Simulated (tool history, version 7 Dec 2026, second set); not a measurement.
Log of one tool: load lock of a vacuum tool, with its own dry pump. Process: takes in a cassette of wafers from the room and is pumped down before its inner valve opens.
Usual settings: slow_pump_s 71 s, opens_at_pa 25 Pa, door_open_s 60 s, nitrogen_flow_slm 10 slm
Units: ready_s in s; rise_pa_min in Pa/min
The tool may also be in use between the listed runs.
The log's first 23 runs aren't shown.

run	day	slow_pump_s	opens_at_pa	door_open_s	nitrogen_flow_slm	incoming humidity of the room's air, %	ready_s	rise_pa_min
24	75.554	134	35	54	33	39.3	182.2	0.080
25	79.000	41	42	49	10	43.4	109.4	0.088
26	82.129	130	32	49	10	45.2	180.4	0.095
27	84.242	130	32	49	10	47.9	180.8	0.095
28	87.229	50	25	60	10	43.9	120.7	0.092
29	90.271	130	25	60	19	46.0	186.0	0.091
30	93.621	103	20	183	12	45.6	163.3	0.102
31	97.467	103	20	36	4	43.8	165.0	0.102
32	99.921	71	48	60	40	47.2	132.0	0.096
33	101.829	71	33	74	10	40.4	134.0	0.103
34	104.058	112	20	37	30	42.7	170.6	0.089
35	108.000	112	35	128	5	41.6	166.9	0.117
36	109.992	128	18	128	5	42.2	182.6	0.118
37	112.479	128	18	128	5	40.6	185.9	0.120

Forecast each of these 4 alternatives for the next run:
A	115.579	71	25	60	18	42.6	?	?
B	115.579	80	18	36	5	44.0	?	?
C	115.579	68	18	128	43	44.7	?	?
D	115.579	71	25	73	13	47.4	?	?

run	ready_s	rise_pa_min
A	137.8	0.101
B	149.4	0.103
C	138.2	0.103
D	136.9	0.105
Without the tool's hidden state the same runs would have given:
run	ready_s	rise_pa_min
A	136.7	0.014
B	148.2	0.015
C	137.0	0.016
D	135.8	0.019
